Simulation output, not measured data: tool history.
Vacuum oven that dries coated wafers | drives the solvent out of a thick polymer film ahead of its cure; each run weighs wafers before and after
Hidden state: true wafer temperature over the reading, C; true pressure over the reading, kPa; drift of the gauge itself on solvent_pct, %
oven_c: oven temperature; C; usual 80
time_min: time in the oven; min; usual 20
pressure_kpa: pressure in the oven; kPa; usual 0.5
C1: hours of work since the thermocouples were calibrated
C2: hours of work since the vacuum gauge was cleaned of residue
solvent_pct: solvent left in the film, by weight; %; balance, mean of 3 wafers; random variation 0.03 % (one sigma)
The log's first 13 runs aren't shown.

Run 14, hour 762.2: usual settings but time_min 34 min; C1 414; C2 960. Result: solvent_pct 1.43 %.
Run 15, hour 799.3: usual settings; C1 433; C2 979. Result: solvent_pct 3.24 %.
Run 16, hour 871.2: usual settings; C1 470; C2 1016. Result: solvent_pct 3.26 %.
Run 17, hour 911: usual settings; C1 491; C2 1037. Result: solvent_pct 3.3 %.
Run 18, hour 991: usual settings but pressure_kpa 1.324 kPa; C1 532; C2 1078. Result: solvent_pct 3.64 %.
At hour 1059.7: vacuum gauge cleaned of residue and calibrated.
Run 19, hour 1071.6: usual settings but time_min 31 min; C1 574; C2 6. Result: solvent_pct 1.72 %.
Run 20, hour 1157.3: usual settings but time_min 28 min; C1 618; C2 51. Result: solvent_pct 2.06 %.
Run 21, hour 1218.7: usual settings but time_min 25 min, pressure_kpa 0.715 kPa; C1 650; C2 83. Result: solvent_pct 2.52 %.
Run 22, hour 1291.5: usual settings but oven_c 84 C, time_min 14 min, pressure_kpa 0.307 kPa; C1 688; C2 120. Result: solvent_pct 3.79 %.
Run 23, hour 1373.1: usual settings but oven_c 83 C, time_min 16 min, pressure_kpa 1.224 kPa; C1 730; C2 163. Result: solvent_pct 3.69 %.
Run 24, hour 1413.4: usual settings but oven_c 83 C, time_min 16 min, pressure_kpa 1.224 kPa; C1 751; C2 184. Result: solvent_pct 3.73 %.
Run 25, hour 1475.2: usual settings but time_min 19 min, pressure_kpa 0.551 kPa; C1 783; C2 216. Result: solvent_pct 3.5 %.
Run 26, hour 1548.6: usual settings but oven_c 90 C, pressure_kpa 1.25 kPa; C1 821; C2 254. Result: solvent_pct 1.57 %.
Run 27, hour 1621.4: usual settings but oven_c 90 C, time_min 19 min, pressure_kpa 1.25 kPa; C1 859; C2 291. Result: solvent_pct 1.67 %.
Run 28, hour 1669.7: usual settings but pressure_kpa 0.543 kPa; C1 884; C2 317. Result: solvent_pct 3.31 %.
Run 29, hour 1716.6: usual settings but pressure_kpa 1.211 kPa; C1 908; C2 341. Result: solvent_pct 3.55 %.
Run 30, hour 1762.2: usual settings but time_min 17 min, pressure_kpa 0.375 kPa; C1 932; C2 365. Result: solvent_pct 3.88 %.
Run 31, hour 1831.7: usual settings but oven_c 66 C, time_min 10 min; C1 968; C2 401. Result: solvent_pct 8.85 %.

Forecast each of these 3 alternatives for the next run:
Run A, hour 1879: usual settings but time_min 27 min; C1 992; C2 425. Result: solvent_pct ?.
Run B, hour 1879: usual settings but oven_c 71 C, time_min 10 min; C1 992; C2 425. Result: solvent_pct ?.
Run C, hour 1879: usual settings but oven_c 68 C, pressure_kpa 0.515 kPa; C1 992; C2 425. Result: solvent_pct ?.

run  solvent_pct
  A         2.22
  B         7.91
  C          6.2
Without the tool's hidden state the same runs would have given:
run  solvent_pct
  A         2.22
  B         7.91
  C          6.2
